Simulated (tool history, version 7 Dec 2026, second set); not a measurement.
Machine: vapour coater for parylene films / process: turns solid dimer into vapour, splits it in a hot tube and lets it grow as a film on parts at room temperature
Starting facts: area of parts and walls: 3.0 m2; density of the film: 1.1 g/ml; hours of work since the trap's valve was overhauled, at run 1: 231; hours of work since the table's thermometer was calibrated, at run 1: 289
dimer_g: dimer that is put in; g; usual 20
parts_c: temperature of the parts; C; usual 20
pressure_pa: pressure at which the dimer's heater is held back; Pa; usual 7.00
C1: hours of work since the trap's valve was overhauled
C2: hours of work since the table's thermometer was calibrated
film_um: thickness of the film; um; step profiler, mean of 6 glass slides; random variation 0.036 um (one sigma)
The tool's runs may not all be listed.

{"run": 1, "hour": 0.0, "dimer_g": 20, "parts_c": 20, "pressure_pa": 7.0, "C1": 231, "C2": 289, "film_um": 3.26}
{"hour": 18.7, "done": "trap's valve overhauled"}
{"run": 2, "hour": 20.1, "dimer_g": 20, "parts_c": 20, "pressure_pa": 7.0, "C1": 1, "C2": 297, "film_um": 3.75}
{"run": 3, "hour": 27.8, "dimer_g": 20, "parts_c": 20, "pressure_pa": 7.0, "C1": 4, "C2": 300, "film_um": 3.69}
{"run": 4, "hour": 41.8, "dimer_g": 20, "parts_c": 20, "pressure_pa": 7.0, "C1": 11, "C2": 307, "film_um": 3.76}
{"run": 5, "hour": 57.6, "dimer_g": 20, "parts_c": 17, "pressure_pa": 7.0, "C1": 18, "C2": 314, "film_um": 4.07}
{"run": 6, "hour": 74.7, "dimer_g": 23, "parts_c": 17, "pressure_pa": 7.0, "C1": 26, "C2": 323, "film_um": 4.67}
{"run": 7, "hour": 87.0, "dimer_g": 23, "parts_c": 22, "pressure_pa": 7.0, "C1": 32, "C2": 328, "film_um": 3.97}
{"run": 8, "hour": 97.6, "dimer_g": 20, "parts_c": 20, "pressure_pa": 7.0, "C1": 37, "C2": 333, "film_um": 3.67}
{"run": 9, "hour": 114.8, "dimer_g": 20, "parts_c": 20, "pressure_pa": 7.0, "C1": 45, "C2": 341, "film_um": 3.62}
{"run": 10, "hour": 126.9, "dimer_g": 20, "parts_c": 20, "pressure_pa": 7.0, "C1": 51, "C2": 347, "film_um": 3.68}
{"run": 11, "hour": 135.2, "dimer_g": 20, "parts_c": 20, "pressure_pa": 7.0, "C1": 55, "C2": 351, "film_um": 3.56}
{"run": 12, "hour": 146.5, "dimer_g": 20, "parts_c": 20, "pressure_pa": 7.0, "C1": 60, "C2": 356, "film_um": 3.6}
{"run": 13, "hour": 159.3, "dimer_g": 20, "parts_c": 20, "pressure_pa": 7.0, "C1": 66, "C2": 363, "film_um": 3.64}
{"run": 14, "hour": 170.3, "dimer_g": 20, "parts_c": 16, "pressure_pa": 7.0, "C1": 72, "C2": 368, "film_um": 3.97}
{"run": 15, "hour": 186.3, "dimer_g": 20, "parts_c": 16, "pressure_pa": 7.0, "C1": 79, "C2": 375, "film_um": 4.02}
{"run": 16, "hour": 202.8, "dimer_g": 20, "parts_c": 20, "pressure_pa": 8.78, "C1": 87, "C2": 383, "film_um": 3.52}
{"run": 17, "hour": 215.3, "dimer_g": 20, "parts_c": 20, "pressure_pa": 7.0, "C1": 93, "C2": 389, "film_um": 3.55}
{"run": 18, "hour": 223.4, "dimer_g": 20, "parts_c": 20, "pressure_pa": 7.0, "C1": 97, "C2": 393, "film_um": 3.53}
{"run": 19, "hour": 238.1, "dimer_g": 32, "parts_c": 20, "pressure_pa": 7.0, "C1": 104, "C2": 400, "film_um": 5.67}
{"run": 20, "hour": 254.5, "dimer_g": 32, "parts_c": 27, "pressure_pa": 10.33, "C1": 111, "C2": 408, "film_um": 4.53}
{"run": 21, "hour": 269.5, "dimer_g": 32, "parts_c": 21, "pressure_pa": 7.13, "C1": 119, "C2": 415, "film_um": 5.46}
{"run": 22, "hour": 278.7, "dimer_g": 19, "parts_c": 26, "pressure_pa": 4.07, "C1": 123, "C2": 419, "film_um": 2.85}
{"run": 23, "hour": 287.6, "dimer_g": 13, "parts_c": 19, "pressure_pa": 4.07, "C1": 127, "C2": 423, "film_um": 2.43}
{"run": 24, "hour": 303.5, "dimer_g": 13, "parts_c": 19, "pressure_pa": 4.07, "C1": 135, "C2": 431, "film_um": 2.4}
{"run": 25, "hour": 322.4, "dimer_g": 26, "parts_c": 16, "pressure_pa": 8.43, "C1": 144, "C2": 440, "film_um": 5.0}
{"run": 26, "hour": 337.7, "dimer_g": 10, "parts_c": 16, "pressure_pa": 6.05, "C1": 151, "C2": 447, "film_um": 1.95}
{"run": 27, "hour": 351.6, "dimer_g": 10, "parts_c": 16, "pressure_pa": 6.05, "C1": 157, "C2": 453, "film_um": 1.88}
{"run": 28, "hour": 367.3, "dimer_g": 20, "parts_c": 21, "pressure_pa": 3.89, "C1": 165, "C2": 461, "film_um": 3.45}
{"run": 29, "hour": 379.4, "dimer_g": 20, "parts_c": 21, "pressure_pa": 3.89, "C1": 170, "C2": 467, "film_um": 3.4}
{"run": 30, "hour": 389.2, "dimer_g": 20, "parts_c": 21, "pressure_pa": 3.89, "C1": 175, "C2": 471, "film_um": 3.44}
{"run": 31, "hour": 405.5, "dimer_g": 20, "parts_c": 21, "pressure_pa": 3.89, "C1": 183, "C2": 479, "film_um": 3.43}
{"run": 32, "hour": 417.8, "dimer_g": 16, "parts_c": 20, "pressure_pa": 8.13, "C1": 189, "C2": 485, "film_um": 2.68}
{"run": 33, "hour": 433.2, "dimer_g": 16, "parts_c": 20, "pressure_pa": 8.13, "C1": 196, "C2": 492, "film_um": 2.64}
{"run": 34, "hour": 441.1, "dimer_g": 16, "parts_c": 14, "pressure_pa": 2.33, "C1": 200, "C2": 496, "film_um": 3.45}
{"run": 35, "hour": 456.2, "dimer_g": 18, "parts_c": 18, "pressure_pa": 5.96, "C1": 207, "C2": 503, "film_um": 3.19}
{"run": 36, "hour": 470.1, "dimer_g": 18, "parts_c": 18, "pressure_pa": 5.96, "C1": 213, "C2": 509, "film_um": 3.22}

Entry by entry between the runs, the difference in hidden state between the last listed run before and the first listed run after:
Between runs 1 and 2: trap's valve overhauled (hour 18.7)
  vapour lost through the trap's worn valve, %: 11.8 -> 0.3
  measured result minus the result with no hidden state, film_um: -0.48 -> -0.05 um
